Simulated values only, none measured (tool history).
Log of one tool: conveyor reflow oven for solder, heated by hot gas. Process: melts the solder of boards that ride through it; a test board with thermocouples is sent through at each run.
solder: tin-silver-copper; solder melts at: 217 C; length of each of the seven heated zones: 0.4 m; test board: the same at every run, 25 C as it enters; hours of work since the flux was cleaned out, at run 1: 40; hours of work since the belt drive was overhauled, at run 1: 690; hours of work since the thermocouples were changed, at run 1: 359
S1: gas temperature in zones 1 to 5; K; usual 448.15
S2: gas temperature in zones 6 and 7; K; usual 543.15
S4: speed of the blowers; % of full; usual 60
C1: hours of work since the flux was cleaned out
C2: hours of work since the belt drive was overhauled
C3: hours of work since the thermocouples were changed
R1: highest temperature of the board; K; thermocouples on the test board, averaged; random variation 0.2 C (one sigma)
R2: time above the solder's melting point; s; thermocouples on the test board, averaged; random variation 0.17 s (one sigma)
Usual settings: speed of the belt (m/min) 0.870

Run 1, hour 0.0: usual settings; C1 40; C2 690; C3 359. Result: R1 518.55 K, R2 35.5 s.
Run 2, hour 33.2: usual settings; C1 53; C2 704; C3 372. Result: R1 518.65 K, R2 35.5 s.
Run 3, hour 70.3: usual settings; C1 68; C2 719; C3 388. Result: R1 518.35 K, R2 35.6 s.
Run 4, hour 104.2: usual settings; C1 82; C2 733; C3 401. Result: R1 518.65 K, R2 35.5 s.
Run 5, hour 139.0: usual settings; C1 96; C2 747; C3 415. Result: R1 518.55 K, R2 35.4 s.
Run 6, hour 172.5: usual settings; C1 110; C2 761; C3 429. Result: R1 518.15 K, R2 35.7 s.
Run 7, hour 204.6: usual settings; C1 123; C2 774; C3 442. Result: R1 518.45 K, R2 35.4 s.
Run 8, hour 253.4: usual settings but speed of the belt (m/min) 0.995; C1 142; C2 793; C3 462. Result: R1 512.55 K, R2 26.4 s.
Run 9, hour 301.8: usual settings but speed of the belt (m/min) 0.995; C1 162; C2 813; C3 482. Result: R1 512.55 K, R2 26.1 s.
Run 10, hour 344.8: usual settings but speed of the belt (m/min) 0.995; C1 180; C2 831; C3 499. Result: R1 512.45 K, R2 26.4 s.
Run 11, hour 393.9: usual settings but speed of the belt (m/min) 0.995; C1 200; C2 851; C3 519. Result: R1 512.55 K, R2 26.3 s.
Run 12, hour 439.6: usual settings but speed of the belt (m/min) 0.998; C1 218; C2 869; C3 538. Result: R1 512.45 K, R2 25.8 s.
Run 13, hour 476.3: usual settings; C1 233; C2 884; C3 552. Result: R1 518.55 K, R2 35.6 s.
Run 14, hour 501.2: usual settings; C1 243; C2 894; C3 563. Result: R1 518.35 K, R2 35.7 s.
Run 15, hour 548.6: usual settings; C1 262; C2 913; C3 582. Result: R1 518.15 K, R2 35.7 s.
Run 16, hour 597.0: usual settings; C1 282; C2 933; C3 602. Result: R1 518.15 K, R2 35.5 s.
Run 17, hour 633.1: usual settings; C1 297; C2 948; C3 616. Result: R1 518.25 K, R2 35.5 s.
Run 18, hour 681.8: usual settings but speed of the belt (m/min) 0.838; C1 317; C2 967; C3 636. Result: R1 519.95 K, R2 38.3 s.
Run 19, hour 725.0: usual settings but S1 450.15 K, speed of the belt (m/min) 0.838; C1 334; C2 985; C3 653. Result: R1 520.25 K, R2 39.0 s.
Run 20, hour 771.5: usual settings but S1 437.15 K, S2 542.15 K, speed of the belt (m/min) 0.824, S4 62 % of full; C1 353; C2 1004; C3 672. Result: R1 518.35 K, R2 35.4 s.
Run 21, hour 804.3: usual settings but S1 437.15 K, S2 534.15 K, speed of the belt (m/min) 0.812, S4 50 % of full; C1 366; C2 1017; C3 686. Result: R1 505.35 K, R2 23.4 s.
At hour 850.8: flux residue cleaned out of gas plates and filters.
Run 22, hour 853.7: usual settings but S1 455.15 K, S2 550.15 K, speed of the belt (m/min) 0.974, S4 62 % of full; C1 1; C2 1035; C3 704. Result: R1 521.55 K, R2 35.1 s.
Run 23, hour 876.9: usual settings but S1 455.15 K, S2 550.15 K, speed of the belt (m/min) 0.974, S4 62 % of full; C1 11; C2 1045; C3 713. Result: R1 521.95 K, R2 34.7 s.
Run 24, hour 917.6: usual settings but S1 455.15 K, S2 550.15 K, speed of the belt (m/min) 0.974, S4 62 % of full; C1 27; C2 1061; C3 730. Result: R1 521.65 K, R2 34.6 s.
Run 25, hour 961.6: usual settings but S1 455.15 K, S2 550.15 K, speed of the belt (m/min) 0.943, S4 73 % of full; C1 45; C2 1079; C3 748. Result: R1 528.15 K, R2 40.7 s.
Run 26, hour 992.2: usual settings but S1 443.15 K, S2 531.15 K, speed of the belt (m/min) 0.991; C1 57; C2 1092; C3 760. Result: R1 502.45 K, R2 16.9 s.
Run 27, hour 1025.3: usual settings but S1 449.15 K, S2 544.15 K, speed of the belt (m/min) 0.714, S4 51 % of full; C1 71; C2 1105; C3 773. Result: R1 522.85 K, R2 47.6 s.
Run 28, hour 1057.8: usual settings but S1 449.15 K, S2 544.15 K, speed of the belt (m/min) 0.714, S4 51 % of full; C1 84; C2 1118; C3 787. Result: R1 522.55 K, R2 47.6 s.
Run 29, hour 1102.6: usual settings but S1 445.15 K, S2 532.15 K; C1 102; C2 1136; C3 805. Result: R1 509.15 K, R2 27.7 s.
At hour 1107.1: thermocouples of zones 6 and 7 changed.
Run 30, hour 1146.1: usual settings but S1 445.15 K, S2 532.15 K; C1 119; C2 1153; C3 16. Result: R1 509.05 K, R2 27.4 s.

How the hidden state differs across the entries between the runs, from the last listed run before each to the first after it:
Between runs 21 and 22: flux residue cleaned out of gas plates and filters (hour 850.8)
  heat that the gas passes to the board, % of a clean oven's: 99.7 -> 100
Between runs 29 and 30: thermocouples of zones 6 and 7 changed (hour 1107.1)
  true gas temperature in zones 6 and 7 over the reading, C: 0.03 -> -0.01
